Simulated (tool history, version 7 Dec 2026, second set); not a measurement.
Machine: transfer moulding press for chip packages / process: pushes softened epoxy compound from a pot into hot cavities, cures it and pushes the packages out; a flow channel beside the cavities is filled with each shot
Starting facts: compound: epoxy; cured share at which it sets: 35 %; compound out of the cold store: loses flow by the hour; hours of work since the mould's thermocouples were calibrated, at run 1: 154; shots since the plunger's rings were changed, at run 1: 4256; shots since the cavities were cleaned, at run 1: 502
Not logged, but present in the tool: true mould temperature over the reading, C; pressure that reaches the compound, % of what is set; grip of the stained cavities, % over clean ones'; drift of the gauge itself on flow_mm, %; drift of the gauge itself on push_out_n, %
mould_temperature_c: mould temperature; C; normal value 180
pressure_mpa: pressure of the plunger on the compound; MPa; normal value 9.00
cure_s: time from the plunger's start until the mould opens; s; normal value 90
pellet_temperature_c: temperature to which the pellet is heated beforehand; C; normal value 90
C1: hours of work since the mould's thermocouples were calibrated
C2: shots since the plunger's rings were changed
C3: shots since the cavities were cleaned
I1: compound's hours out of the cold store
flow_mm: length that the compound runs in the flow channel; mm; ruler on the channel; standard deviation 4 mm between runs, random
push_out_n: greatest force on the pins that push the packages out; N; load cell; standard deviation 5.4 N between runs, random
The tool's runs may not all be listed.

{"run": 1, "hour": 0.0, "mould_temperature_c": 180, "pressure_mpa": 9.0, "cure_s": 90, "pellet_temperature_c": 90, "C1": 154, "C2": 4256, "C3": 502, "I1": 13.5, "flow_mm": 877, "push_out_n": 375}
{"run": 2, "hour": 28.1, "mould_temperature_c": 180, "pressure_mpa": 9.0, "cure_s": 90, "pellet_temperature_c": 90, "C1": 175, "C2": 4691, "C3": 937, "I1": 44.3, "flow_mm": 815, "push_out_n": 391}
{"hour": 36.1, "done": "cavities cleaned with cleaning compound and waxed"}
{"hour": 45.3, "done": "plunger's sealing rings changed"}
{"run": 3, "hour": 80.6, "mould_temperature_c": 180, "pressure_mpa": 9.0, "cure_s": 90, "pellet_temperature_c": 82, "C1": 211, "C2": 548, "C3": 651, "I1": 33.7, "flow_mm": 895, "push_out_n": 433}
{"hour": 108.0, "done": "cavities cleaned with cleaning compound and waxed"}
{"run": 4, "hour": 123.6, "mould_temperature_c": 180, "pressure_mpa": 9.0, "cure_s": 90, "pellet_temperature_c": 90, "C1": 241, "C2": 1190, "C3": 241, "I1": 22.6, "flow_mm": 906, "push_out_n": 294}
{"run": 5, "hour": 150.1, "mould_temperature_c": 180, "pressure_mpa": 9.0, "cure_s": 90, "pellet_temperature_c": 92, "C1": 261, "C2": 1601, "C3": 652, "I1": 32.8, "flow_mm": 883, "push_out_n": 378}
{"hour": 176.6, "done": "cavities cleaned with cleaning compound and waxed"}
{"run": 6, "hour": 188.4, "mould_temperature_c": 180, "pressure_mpa": 9.0, "cure_s": 90, "pellet_temperature_c": 92, "C1": 288, "C2": 2170, "C3": 182, "I1": 31.0, "flow_mm": 877, "push_out_n": 279}
{"hour": 216.0, "done": "cavities cleaned with cleaning compound and waxed, once more"}
{"run": 7, "hour": 227.5, "mould_temperature_c": 180, "pressure_mpa": 9.0, "cure_s": 90, "pellet_temperature_c": 92, "C1": 315, "C2": 2753, "C3": 178, "I1": 26.3, "flow_mm": 866, "push_out_n": 267}
{"run": 8, "hour": 273.9, "mould_temperature_c": 180, "pressure_mpa": 9.0, "cure_s": 90, "pellet_temperature_c": 92, "C1": 349, "C2": 3472, "C3": 897, "I1": 8.7, "flow_mm": 891, "push_out_n": 403}
{"hour": 283.9, "done": "cavities cleaned with cleaning compound and waxed"}
{"hour": 297.1, "done": "mould's thermocouples calibrated"}
{"run": 9, "hour": 323.3, "mould_temperature_c": 180, "pressure_mpa": 8.87, "cure_s": 90, "pellet_temperature_c": 92, "C1": 19, "C2": 4182, "C3": 578, "I1": 46.9, "flow_mm": 812, "push_out_n": 365}
{"hour": 353.5, "done": "cavities cleaned with cleaning compound and waxed"}
{"run": 10, "hour": 354.6, "mould_temperature_c": 176, "pressure_mpa": 10.26, "cure_s": 73, "pellet_temperature_c": 82, "C1": 41, "C2": 4645, "C3": 18, "I1": 37.7, "flow_mm": 898, "push_out_n": 406}
{"hour": 372.2, "done": "plunger's sealing rings changed"}
{"run": 11, "hour": 384.1, "mould_temperature_c": 184, "pressure_mpa": 9.41, "cure_s": 117, "pellet_temperature_c": 84, "C1": 61, "C2": 184, "C3": 436, "I1": 10.0, "flow_mm": 941, "push_out_n": 311}
{"run": 12, "hour": 412.3, "mould_temperature_c": 178, "pressure_mpa": 7.0, "cure_s": 109, "pellet_temperature_c": 86, "C1": 82, "C2": 620, "C3": 872, "I1": 32.0, "flow_mm": 806, "push_out_n": 365}
{"hour": 424.3, "done": "cavities cleaned with cleaning compound and waxed"}
{"run": 13, "hour": 442.3, "mould_temperature_c": 178, "pressure_mpa": 7.0, "cure_s": 109, "pellet_temperature_c": 86, "C1": 103, "C2": 1062, "C3": 279, "I1": 30.5, "flow_mm": 798, "push_out_n": 281}

3 ways to go on from here, each from the tool as it stands after run 13. What would each give?
{"hour": 491.1, "done": "cavities cleaned with cleaning compound and waxed"}
{"run": "A", "hour": 492.9, "mould_temperature_c": 180, "pressure_mpa": 8.66, "cure_s": 84, "pellet_temperature_c": 90, "C1": 139, "C2": 1821, "C3": 26, "I1": 46.8, "flow_mm": "?", "push_out_n": "?"}
{"hour": 491.1, "done": "cavities cleaned with cleaning compound and waxed"}
{"run": "B", "hour": 492.9, "mould_temperature_c": 174, "pressure_mpa": 7.0, "cure_s": 74, "pellet_temperature_c": 86, "C1": 139, "C2": 1821, "C3": 26, "I1": 44.2, "flow_mm": "?", "push_out_n": "?"}
{"hour": 491.1, "done": "cavities cleaned with cleaning compound and waxed"}
{"run": "C", "hour": 492.9, "mould_temperature_c": 175, "pressure_mpa": 7.19, "cure_s": 90, "pellet_temperature_c": 96, "C1": 139, "C2": 1821, "C3": 26, "I1": 14.2, "flow_mm": "?", "push_out_n": "?"}

run=A flow_mm=837 push_out_n=206
run=B flow_mm=784 push_out_n=426
run=C flow_mm=847 push_out_n=265
What these runs would have given with no unlogged condition in the tool:
run=A flow_mm=868 push_out_n=186
run=B flow_mm=812 push_out_n=387
run=C flow_mm=878 push_out_n=241
